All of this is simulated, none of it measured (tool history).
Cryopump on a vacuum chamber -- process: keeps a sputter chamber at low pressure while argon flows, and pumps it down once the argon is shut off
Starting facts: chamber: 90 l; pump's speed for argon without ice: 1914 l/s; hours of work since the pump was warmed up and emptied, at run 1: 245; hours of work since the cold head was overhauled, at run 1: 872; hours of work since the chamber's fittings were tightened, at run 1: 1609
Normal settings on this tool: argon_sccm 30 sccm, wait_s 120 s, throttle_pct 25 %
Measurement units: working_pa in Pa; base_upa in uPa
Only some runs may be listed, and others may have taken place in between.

run   hour  argon_sccm  wait_s  throttle_pct  hours of work since the pump was warmed up and emptied  hours of work since the cold head was overhauled  hours of work since the chamber's fittings were tightened  working_pa  base_upa
  1    0.0          30     120            25                                                     245                                               872                                                       1609      0.1093      1.22
  2   35.9          30     120            25                                                     269                                               895                                                       1633      0.1081      1.26
  3   55.8          30     120            25                                                     282                                               909                                                       1646      0.1093      1.20
  4   95.0          30     120            25                                                     308                                               934                                                       1672      0.1083      1.28
  5  121.7          30     120            25                                                     325                                               952                                                       1689      0.1098      1.27
  6  149.5          30     120            25                                                     343                                               970                                                       1708      0.1098      1.27
  7  185.9          30     120            25                                                     367                                               994                                                       1732      0.1100      1.34
  8  210.3          30      91            25                                                     383                                              1010                                                       1748      0.1103      1.45
  9  236.6          30     204            44                                                     401                                              1027                                                       1765      0.0649      1.23
 10  254.5          14     126            44                                                     413                                              1039                                                       1777      0.0288      1.39
 11  294.0          50      87            38                                                     439                                              1065                                                       1803      0.1248      1.52
 12  318.3          30     222            20                                                     455                                              1081                                                       1819      0.1376      1.21

Consider 5 possible next runs. They are alternatives, not a sequence: every one starts from the tool as it was left by run 12. What does each give?
  A  350.3          17     296            17                                                     476                                              1102                                                       1840           ?         ?
  B  350.3          30      82            20                                                     476                                              1102                                                       1840           ?         ?
  C  350.3          56      31            25                                                     476                                              1102                                                       1840           ?         ?
  D  350.3          17      39            29                                                     476                                              1102                                                       1840           ?         ?
  E  350.3          15     168            23                                                     476                                              1102                                                       1840           ?         ?

run  working_pa  base_upa
  A      0.0899      1.21
  B      0.1384      1.62
  C      0.2074      2.47
  D      0.0543      2.25
  E      0.0605      1.32
With no hidden state in the tool, these same runs would have given:
run  working_pa  base_upa
  A      0.0870      0.32
  B      0.1332      0.72
  C      0.1978      1.58
  D      0.0514      1.34
  E      0.0580      0.42
